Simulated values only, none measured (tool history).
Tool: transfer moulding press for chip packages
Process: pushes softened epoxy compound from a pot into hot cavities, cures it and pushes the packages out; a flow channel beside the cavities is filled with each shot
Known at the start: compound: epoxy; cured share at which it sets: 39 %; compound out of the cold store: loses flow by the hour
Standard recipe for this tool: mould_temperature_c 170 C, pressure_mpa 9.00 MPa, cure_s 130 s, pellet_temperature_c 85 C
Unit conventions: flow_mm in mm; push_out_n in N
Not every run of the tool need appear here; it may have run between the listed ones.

run	hour	mould_temperature_c	pressure_mpa	cure_s	pellet_temperature_c	incoming compound's hours out of the cold store	flow_mm	push_out_n
1	0.0	170	9.00	130	85	25.9	825	323
# hour 32.8: cavities cleaned with cleaning compound and waxed
2	39.5	170	9.00	130	85	22.0	825	255
3	66.3	170	10.99	130	85	17.3	928	315
# hour 100.5: cavities cleaned with cleaning compound and waxed
4	104.7	170	10.99	130	85	33.5	880	246
5	148.1	170	9.00	130	85	14.8	831	336
# hour 168.5: cavities cleaned with cleaning compound and waxed
6	170.3	170	9.00	130	85	42.7	765	229
7	211.3	170	9.00	130	85	28.4	799	336
# hour 234.8: cavities cleaned with cleaning compound and waxed
8	254.8	170	9.00	130	85	36.8	778	292
9	284.8	170	9.00	130	85	27.9	789	341
# hour 301.6: cavities cleaned with cleaning compound and waxed
10	324.0	170	9.00	130	85	10.5	824	285
# hour 327.9: mould's thermocouples calibrated
11	365.4	170	9.00	130	85	40.1	761	342
# hour 370.5: cavities cleaned with cleaning compound and waxed
# hour 400.1: mould's thermocouples calibrated, once more
12	400.3	170	9.00	130	85	26.8	769	293
# hour 439.5: cavities cleaned with cleaning compound and waxed
13	440.1	170	9.00	130	85	18.6	795	227
14	469.8	170	9.00	130	85	20.7	788	300
# hour 506.1: cavities cleaned with cleaning compound and waxed
15	516.3	165	9.00	131	85	19.3	809	332
16	550.4	170	10.13	130	80	47.4	761	331
# hour 574.9: cavities cleaned with cleaning compound and waxed
# hour 579.9: plunger's sealing rings changed
17	592.2	170	10.13	124	89	31.6	879	294
18	636.9	169	6.95	124	89	38.4	718	392
# hour 643.5: cavities cleaned with cleaning compound and waxed
19	677.9	169	6.95	124	89	17.6	756	338
# hour 710.0: cavities cleaned with cleaning compound and waxed
20	714.2	169	6.95	124	89	19.6	746	272

What does the tool deliver on the next run?
21	751.6	170	9.00	125	77	37.7	?	?

Run 21 measured flow_mm 792 mm, push_out_n 348 N.
Without the tool's hidden state the same run would have given flow_mm 810 mm, push_out_n 241 N.

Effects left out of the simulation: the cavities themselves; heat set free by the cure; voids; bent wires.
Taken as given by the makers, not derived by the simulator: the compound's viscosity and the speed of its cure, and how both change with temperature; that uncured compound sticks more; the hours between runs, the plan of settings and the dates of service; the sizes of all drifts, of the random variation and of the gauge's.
